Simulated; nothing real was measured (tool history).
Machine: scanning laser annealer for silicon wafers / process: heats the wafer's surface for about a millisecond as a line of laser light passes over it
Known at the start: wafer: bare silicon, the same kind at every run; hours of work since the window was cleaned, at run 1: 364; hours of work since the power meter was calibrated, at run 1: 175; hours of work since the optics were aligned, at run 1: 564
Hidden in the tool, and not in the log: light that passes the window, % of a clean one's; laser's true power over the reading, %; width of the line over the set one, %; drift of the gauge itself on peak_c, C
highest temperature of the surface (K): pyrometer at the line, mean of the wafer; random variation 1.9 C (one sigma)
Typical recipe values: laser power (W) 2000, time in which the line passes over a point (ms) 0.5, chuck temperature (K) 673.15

| run | hour | laser power (W) | time in which the line passes over a point (ms) | chuck temperature (K) | hours of work since the window was cleaned | hours of work since the power meter was calibrated | hours of work since the optics were aligned | highest temperature of the surface (K) |
|---|---|---|---|---|---|---|---|---|
| 1 | 0 | 2000 | 0.5 | 673.15 | 364 | 175 | 564 | 1431.15 |
| 2 | 42.7 | 2000 | 0.5 | 673.15 | 387 | 199 | 588 | 1427.15 |
| 3 | 102.2 | 2000 | 0.5 | 673.15 | 420 | 232 | 621 | 1425.15 |
| 4 | 184.5 | 2000 | 0.5 | 673.15 | 466 | 277 | 666 | 1423.15 |
| 5 | 266.3 | 2000 | 0.5 | 673.15 | 511 | 322 | 712 | 1425.15 |
| 6 | 348.5 | 2000 | 0.5 | 673.15 | 556 | 368 | 757 | 1417.15 |
| 7 | 400.1 | 2000 | 0.356 | 673.15 | 585 | 396 | 786 | 1300.15 |
|  | 414.2 | window over the wafer cleaned |
| 8 | 470.3 | 2000 | 0.356 | 673.15 | 31 | 434 | 823 | 1292.15 |
| 9 | 557.2 | 2000 | 0.356 | 673.15 | 79 | 482 | 871 | 1288.15 |
|  | 613.9 | window over the wafer cleaned, once more |
| 10 | 646.4 | 2000 | 0.356 | 673.15 | 18 | 530 | 920 | 1316.15 |
| 11 | 723.3 | 2000 | 0.362 | 673.15 | 61 | 573 | 962 | 1318.15 |
| 12 | 768.5 | 2000 | 0.362 | 673.15 | 86 | 598 | 987 | 1318.15 |
| 13 | 858.8 | 2000 | 0.48 | 673.15 | 135 | 648 | 1037 | 1421.15 |
|  | 889.2 | optics aligned, line set to its width |
| 14 | 925.3 | 2000 | 0.48 | 673.15 | 169 | 682 | 20 | 1425.15 |
| 15 | 993.5 | 2000 | 0.48 | 673.15 | 207 | 719 | 58 | 1426.15 |
| 16 | 1037.2 | 2000 | 0.48 | 673.15 | 231 | 743 | 82 | 1423.15 |
| 17 | 1127.7 | 2000 | 0.48 | 673.15 | 281 | 794 | 132 | 1421.15 |
| 18 | 1177 | 2000 | 0.48 | 655.15 | 309 | 821 | 159 | 1404.15 |
| 19 | 1219.9 | 2000 | 0.48 | 655.15 | 332 | 844 | 183 | 1398.15 |
| 20 | 1305.5 | 2000 | 0.5 | 661.15 | 380 | 892 | 230 | 1422.15 |

Estimate the outcome of run 21 from the log above:
| 21 | 1353 | 2000 | 0.5 | 685.15 | 406 | 918 | 256 | ? |

highest temperature of the surface (K): 1443.15
The same run, on a tool lacking any hidden state, would have yielded highest temperature of the surface (K) 1456.15.

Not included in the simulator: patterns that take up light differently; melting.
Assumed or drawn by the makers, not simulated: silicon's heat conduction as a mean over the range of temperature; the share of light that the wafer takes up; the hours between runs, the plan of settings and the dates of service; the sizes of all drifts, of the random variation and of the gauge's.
